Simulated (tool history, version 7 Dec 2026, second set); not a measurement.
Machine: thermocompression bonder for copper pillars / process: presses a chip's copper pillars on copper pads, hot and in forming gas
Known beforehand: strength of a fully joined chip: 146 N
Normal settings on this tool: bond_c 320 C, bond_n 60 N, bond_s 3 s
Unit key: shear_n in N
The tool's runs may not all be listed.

run 1 day=0.000 | bond_c=320 bond_n=60 bond_s=3 | shear_n=60.3
run 2 day=0.358 | bond_c=320 bond_n=60 bond_s=3 | shear_n=59.7
run 3 day=0.717 | bond_c=320 bond_n=60 bond_s=3 | shear_n=59.4
run 4 day=1.088 | bond_c=320 bond_n=60 bond_s=3 | shear_n=60.5
run 5 day=1.400 | bond_c=320 bond_n=60 bond_s=3 | shear_n=60.3
run 6 day=1.592 | bond_c=320 bond_n=60 bond_s=5 | shear_n=72.2
run 7 day=2.000 | bond_c=320 bond_n=60 bond_s=5 | shear_n=72.9
run 8 day=2.383 | bond_c=320 bond_n=60 bond_s=5 | shear_n=72.0
run 9 day=2.767 | bond_c=320 bond_n=60 bond_s=5 | shear_n=72.2
run 10 day=3.083 | bond_c=320 bond_n=60 bond_s=5 | shear_n=72.1
run 11 day=3.488 | bond_c=344 bond_n=60 bond_s=3 | shear_n=72.8
run 12 day=3.679 | bond_c=320 bond_n=60 bond_s=2 | shear_n=51.9
run 13 day=4.017 | bond_c=320 bond_n=60 bond_s=2 | shear_n=51.5
run 14 day=4.417 | bond_c=320 bond_n=60 bond_s=2 | shear_n=51.5
run 15 day=4.629 | bond_c=320 bond_n=60 bond_s=3 | shear_n=60.2
run 16 day=5.000 | bond_c=320 bond_n=60 bond_s=3 | shear_n=60.3
run 17 day=5.175 | bond_c=320 bond_n=60 bond_s=3 | shear_n=60.7
run 18 day=5.475 | bond_c=320 bond_n=60 bond_s=3 | shear_n=60.2
run 19 day=5.758 | bond_c=320 bond_n=60 bond_s=3 | shear_n=59.2
run 20 day=5.983 | bond_c=320 bond_n=60 bond_s=3 | shear_n=61.4
run 21 day=6.317 | bond_c=326 bond_n=42 bond_s=2 | shear_n=37.1
run 22 day=6.617 | bond_c=338 bond_n=42 bond_s=5 | shear_n=60.4
run 23 day=7.012 | bond_c=341 bond_n=60 bond_s=3 | shear_n=71.0
run 24 day=7.225 | bond_c=348 bond_n=71 bond_s=4 | shear_n=94.7
run 25 day=7.542 | bond_c=348 bond_n=71 bond_s=4 | shear_n=94.2
run 26 day=7.867 | bond_c=320 bond_n=51 bond_s=5 | shear_n=61.9
run 27 day=8.054 | bond_c=322 bond_n=70 bond_s=5 | shear_n=83.0
run 28 day=8.350 | bond_c=337 bond_n=54 bond_s=5 | shear_n=75.3
run 29 day=8.738 | bond_c=337 bond_n=63 bond_s=4 | shear_n=79.5
run 30 day=9.083 | bond_c=337 bond_n=63 bond_s=4 | shear_n=80.0
run 31 day=9.475 | bond_c=337 bond_n=47 bond_s=5 | shear_n=66.5
run 32 day=9.875 | bond_c=337 bond_n=47 bond_s=5 | shear_n=67.2
run 33 day=10.071 | bond_c=323 bond_n=71 bond_s=5 | shear_n=86.3
run 34 day=10.362 | bond_c=317 bond_n=66 bond_s=6 | shear_n=81.4
run 35 day=10.633 | bond_c=317 bond_n=66 bond_s=6 | shear_n=81.8
run 36 day=10.892 | bond_c=342 bond_n=80 bond_s=2 | shear_n=80.4
run 37 day=11.317 | bond_c=342 bond_n=80 bond_s=2 | shear_n=79.8
run 38 day=11.683 | bond_c=342 bond_n=80 bond_s=2 | shear_n=80.2
run 39 day=11.925 | bond_c=320 bond_n=57 bond_s=3 | shear_n=56.5

Not shown here: 1 entry made in the log between runs. Locate each between two listed runs and compare the hidden state at the listed run before it with the hidden state at the listed run after it:
After run 8, before run 9: forming gas filter changed (day 2.508)
  oxide that the forming gas leaves, % of the face: 0.95 -> 0.51
